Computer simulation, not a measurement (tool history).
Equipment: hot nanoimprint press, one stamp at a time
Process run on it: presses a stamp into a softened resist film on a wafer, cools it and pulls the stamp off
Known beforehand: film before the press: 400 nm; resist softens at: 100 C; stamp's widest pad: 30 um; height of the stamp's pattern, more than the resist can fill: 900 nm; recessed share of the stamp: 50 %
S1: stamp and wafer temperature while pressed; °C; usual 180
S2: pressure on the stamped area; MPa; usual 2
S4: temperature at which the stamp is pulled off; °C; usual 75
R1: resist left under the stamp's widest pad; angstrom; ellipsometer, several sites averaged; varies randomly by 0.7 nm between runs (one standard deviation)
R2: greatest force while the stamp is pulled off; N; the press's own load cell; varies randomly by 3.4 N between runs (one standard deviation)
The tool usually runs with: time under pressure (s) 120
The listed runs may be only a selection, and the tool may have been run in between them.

{"run": 1, "hour": 0.0, "S1": 180, "S2": 2, "time under pressure (s)": 120, "S4": 75, "R1": 1930, "R2": 257}
{"run": 2, "hour": 11.6, "S1": 173, "S2": 2, "time under pressure (s)": 120, "S4": 75, "R1": 2388, "R2": 263}
{"run": 3, "hour": 24.3, "S1": 180, "S2": 2, "time under pressure (s)": 120, "S4": 75, "R1": 1933, "R2": 261}
{"run": 4, "hour": 39.6, "S1": 180, "S2": 2, "time under pressure (s)": 120, "S4": 75, "R1": 1923, "R2": 274}
{"run": 5, "hour": 47.1, "S1": 180, "S2": 2, "time under pressure (s)": 120, "S4": 75, "R1": 1930, "R2": 275}
{"run": 6, "hour": 62.7, "S1": 188, "S2": 2, "time under pressure (s)": 120, "S4": 75, "R1": 1497, "R2": 285}
{"run": 7, "hour": 77.9, "S1": 188, "S2": 2, "time under pressure (s)": 120, "S4": 75, "R1": 1510, "R2": 285}
{"run": 8, "hour": 89.6, "S1": 188, "S2": 2, "time under pressure (s)": 120, "S4": 75, "R1": 1507, "R2": 292}
{"run": 9, "hour": 105.1, "S1": 188, "S2": 2, "time under pressure (s)": 120, "S4": 75, "R1": 1510, "R2": 290}
{"run": 10, "hour": 115.4, "S1": 188, "S2": 2, "time under pressure (s)": 189, "S4": 75, "R1": 1270, "R2": 299}
{"run": 11, "hour": 130.3, "S1": 188, "S2": 2, "time under pressure (s)": 189, "S4": 75, "R1": 1274, "R2": 299}
{"run": 12, "hour": 144.9, "S1": 180, "S2": 1.44, "time under pressure (s)": 66, "S4": 75, "R1": 2675, "R2": 304}
{"run": 13, "hour": 160.8, "S1": 176, "S2": 1.44, "time under pressure (s)": 66, "S4": 71, "R1": 2929, "R2": 326}
{"run": 14, "hour": 170.2, "S1": 180, "S2": 2, "time under pressure (s)": 92, "S4": 75, "R1": 2118, "R2": 321}
{"run": 15, "hour": 181.2, "S1": 180, "S2": 2, "time under pressure (s)": 92, "S4": 75, "R1": 2138, "R2": 323}
{"run": 16, "hour": 190.4, "S1": 180, "S2": 1.3, "time under pressure (s)": 120, "S4": 75, "R1": 2389, "R2": 317}
{"run": 17, "hour": 206.8, "S1": 180, "S2": 1.3, "time under pressure (s)": 120, "S4": 75, "R1": 2381, "R2": 329}
{"run": 18, "hour": 218.4, "S1": 186, "S2": 1.3, "time under pressure (s)": 68, "S4": 75, "R1": 2406, "R2": 333}
{"run": 19, "hour": 231.6, "S1": 186, "S2": 1.3, "time under pressure (s)": 68, "S4": 75, "R1": 2410, "R2": 333}
{"run": 20, "hour": 247.0, "S1": 186, "S2": 1.3, "time under pressure (s)": 68, "S4": 75, "R1": 2397, "R2": 347}
{"run": 21, "hour": 263.2, "S1": 174, "S2": 1.3, "time under pressure (s)": 64, "S4": 75, "R1": 3187, "R2": 347}

Subtracting, for every run, the result it would have given without the tool's unlogged condition from the measured result gives the following. The same run-to-run variation enters both numbers; the gauge's scatter may not:
Hidden conditions of the tool in this case: true temperature over the reading, C; pressure that arrives at the usual setting, %; grip of the stamp's worn release coat, % over a new coat's; drift of the gauge itself on residual_nm, %; drift of the gauge itself on pull_off_n, %.
run=1 R1=+34 R2=+91
run=2 R1=+42 R2=+96
run=3 R1=+38 R2=+97
run=4 R1=+40 R2=+106
run=5 R1=+41 R2=+108
run=6 R1=+33 R2=+116
run=7 R1=+36 R2=+119
run=8 R1=+36 R2=+125
run=9 R1=+39 R2=+127
run=10 R1=+34 R2=+133
run=11 R1=+35 R2=+136
run=12 R1=+56 R2=+141
run=13 R1=+57 R2=+155
run=14 R1=+61 R2=+154
run=15 R1=+64 R2=+157
run=16 R1=+63 R2=+156
run=17 R1=+65 R2=+166
run=18 R1=+63 R2=+170
run=19 R1=+65 R2=+172
run=20 R1=+66 R2=+183
run=21 R1=+64 R2=+185
